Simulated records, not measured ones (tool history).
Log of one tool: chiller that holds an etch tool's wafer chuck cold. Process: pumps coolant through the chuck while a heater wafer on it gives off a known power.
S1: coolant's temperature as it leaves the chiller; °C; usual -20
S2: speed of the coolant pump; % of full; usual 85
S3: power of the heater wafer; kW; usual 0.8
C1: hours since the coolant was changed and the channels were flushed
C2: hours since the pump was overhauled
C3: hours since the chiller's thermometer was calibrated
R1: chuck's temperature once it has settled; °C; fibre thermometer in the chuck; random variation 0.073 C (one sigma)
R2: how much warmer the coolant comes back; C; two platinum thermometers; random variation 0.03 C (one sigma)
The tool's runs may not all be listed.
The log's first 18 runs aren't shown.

run 19 hour=710.3 | S1=-20 S2=85 S3=0.746 | C1=738 C2=1604 C3=1604 | R1=-12.76 R2=1.4
run 20 hour=743.2 | S1=-20 S2=85 S3=0.746 | C1=770 C2=1637 C3=1637 | R1=-12.67 R2=1.39
run 21 hour=775 | S1=-20 S2=85 S3=0.746 | C1=802 C2=1669 C3=1669 | R1=-12.81 R2=1.33
run 22 hour=809.6 | S1=-17 S2=71 S3=0.8 | C1=837 C2=1703 C3=1703 | R1=-8.28 R2=1.9
run 23 hour=855.9 | S1=-17 S2=71 S3=0.8 | C1=883 C2=1749 C3=1749 | R1=-8.26 R2=1.86
run 24 hour=900.6 | S1=-29 S2=91 S3=0.719 | C1=928 C2=1794 C3=1794 | R1=-22.38 R2=1.22
run 25 hour=955.8 | S1=-22 S2=69 S3=0.661 | C1=983 C2=1849 C3=1849 | R1=-14.58 R2=1.6
run 26 hour=1003.4 | S1=-25 S2=85 S3=0.56 | C1=1031 C2=1897 C3=1897 | R1=-19.61 R2=0.96
run 27 hour=1060 | S1=-25 S2=85 S3=0.56 | C1=1087 C2=1954 C3=1954 | R1=-19.54 R2=0.96
run 28 hour=1104.9 | S1=-19 S2=93 S3=0.515 | C1=1132 C2=1998 C3=1998 | R1=-14.27 R2=0.67
run 29 hour=1136.2 | S1=-24 S2=97 S3=1.167 | C1=1163 C2=2030 C3=2030 | R1=-13.7 R2=1.84
run 30 hour=1163.1 | S1=-24 S2=97 S3=1.167 | C1=1190 C2=2057 C3=2057 | R1=-13.57 R2=1.9
run 31 hour=1187.7 | S1=-29 S2=80 S3=0.866 | C1=1215 C2=2081 C3=2081 | R1=-20.13 R2=1.68
run 32 hour=1224.3 | S1=-20 S2=92 S3=0.453 | C1=1252 C2=2118 C3=2118 | R1=-15.74 R2=0.64
run 33 hour=1280.8 | S1=-20 S2=66 S3=0.639 | C1=1308 C2=2174 C3=2174 | R1=-12.82 R2=1.49

3 ways to go on from here, each from the tool as it stands after run 33. What would each give?
run A hour=1310.8 | S1=-13 S2=66 S3=0.639 | C1=1338 C2=2204 C3=2204 | R1=? R2=?
run B hour=1310.8 | S1=-20 S2=96 S3=0.8 | C1=1338 C2=2204 C3=2204 | R1=? R2=?
run C hour=1310.8 | S1=-10 S2=66 S3=0.639 | C1=1338 C2=2204 C3=2204 | R1=? R2=?

run=A R1=-5.73 R2=1.51
run=B R1=-12.86 R2=1.18
run=C R1=-2.66 R2=1.44
Without the tool's hidden state the same runs would have given:
run=A R1=-5.74 R2=1.8
run=B R1=-12.86 R2=1.47
run=C R1=-2.66 R2=1.74

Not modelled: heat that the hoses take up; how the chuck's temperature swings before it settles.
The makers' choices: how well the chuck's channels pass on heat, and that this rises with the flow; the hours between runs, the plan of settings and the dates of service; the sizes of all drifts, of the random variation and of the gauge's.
